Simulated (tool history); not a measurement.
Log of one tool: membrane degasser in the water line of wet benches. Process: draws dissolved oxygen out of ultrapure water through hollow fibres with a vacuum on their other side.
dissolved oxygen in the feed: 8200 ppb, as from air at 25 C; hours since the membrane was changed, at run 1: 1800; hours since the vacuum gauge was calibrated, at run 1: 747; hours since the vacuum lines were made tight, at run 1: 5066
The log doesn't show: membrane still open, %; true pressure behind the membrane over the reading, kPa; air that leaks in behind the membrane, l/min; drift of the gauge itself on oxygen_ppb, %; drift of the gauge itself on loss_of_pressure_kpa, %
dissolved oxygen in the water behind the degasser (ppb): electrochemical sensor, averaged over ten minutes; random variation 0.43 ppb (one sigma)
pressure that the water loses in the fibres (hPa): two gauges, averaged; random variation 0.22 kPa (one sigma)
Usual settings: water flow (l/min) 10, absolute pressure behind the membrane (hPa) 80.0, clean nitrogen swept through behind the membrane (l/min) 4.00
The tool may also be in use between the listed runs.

run	hour	water flow (l/min)	absolute pressure behind the membrane (hPa)	clean nitrogen swept through behind the membrane (l/min)	hours since the membrane was changed	hours since the vacuum gauge was calibrated	hours since the vacuum lines were made tight	dissolved oxygen in the water behind the degasser (ppb)	pressure that the water loses in the fibres (hPa)
1	0.0	10	80.0	4.00	1800	747	5066	31.1	520.8
2	114.1	10	118.4	4.00	1914	861	5180	55.6	524.3
3	218.0	10	118.4	4.00	2018	965	5284	55.1	525.8
4	308.8	10	118.4	4.00	2109	1056	5374	55.2	523.9
5	377.3	10	118.4	4.00	2177	1125	5443	54.8	518.1
6	495.4	10	118.4	4.00	2295	1243	5561	53.3	524.5
7	550.7	10	118.4	4.00	2350	1298	5616	55.6	524.9
8	604.2	10	118.4	4.00	2404	1351	5670	56.1	526.5
9	676.6	10	168.3	4.00	2476	1424	5742	85.7	529.0
10	771.4	10	168.3	4.00	2571	1519	5837	84.1	526.8
11	871.6	10	168.3	4.00	2671	1619	5937	85.5	526.7
12	968.7	10	168.3	4.00	2768	1716	6034	88.1	527.6
13	1048.4	10	168.3	4.00	2848	1796	6114	85.8	530.1
14	1169.8	12	80.0	4.00	2969	1917	6235	38.6	634.5
15	1257.3	12	80.0	4.00	3057	2005	6323	39.2	634.1
16	1345.2	10	123.0	4.00	3145	2092	6411	58.1	533.9
17	1451.7	12	56.4	1.81	3251	2199	6517	42.9	632.6
18	1528.6	9	107.2	8.21	3328	2276	6594	22.4	478.0
19	1601.5	9	107.2	8.21	3401	2349	6667	22.0	475.2
20	1723.5	10	195.7	3.25	3523	2471	6789	123.9	530.5
21	1819.9	10	195.7	3.25	3620	2567	6886	124.3	534.3
22	1914.7	10	102.5	2.73	3714	2662	6980	66.4	533.3
23	1999.9	7	79.0	2.73	3800	2747	7066	30.7	371.2
24	2068.0	7	79.0	2.73	3868	2815	7134	29.8	374.5
25	2117.3	7	79.0	2.73	3917	2864	7183	30.1	372.8
# hour 2136.1: seals of the vacuum lines changed
26	2188.3	10	187.5	2.03	3986	2934	52	190.2	536.5
27	2259.2	10	50.1	2.76	4057	3004	123	18.2	537.0
# hour 2347.5: gauge calibrated
28	2375.5	10	50.1	2.76	4173	3121	239	17.7	521.7
29	2430.8	11	140.0	9.25	4229	3176	295	34.8	575.6
30	2538.2	11	140.0	7.13	4336	3283	402	44.3	577.2
31	2637.7	10	54.4	3.55	4435	3383	502	17.3	526.8
32	2733.5	10	54.4	8.52	4531	3479	597	8.1	521.5

3 ways to go on from here, each from the tool as it stands after run 32. What would each give?
A	2813.3	13	60.1	7.44	4611	3559	677	?	?
B	2813.3	13	146.4	4.00	4611	3559	677	?	?
C	2813.3	7	120.9	1.67	4611	3559	677	?	?

run	dissolved oxygen in the water behind the degasser (ppb)	pressure that the water loses in the fibres (hPa)
A	16.3	681.1
B	95.6	682.5
C	90.4	365.3
Without the tool's hidden state the same runs would have given:
run	dissolved oxygen in the water behind the degasser (ppb)	pressure that the water loses in the fibres (hPa)
A	16.2	676.7
B	95.6	678.1
C	90.4	363.0
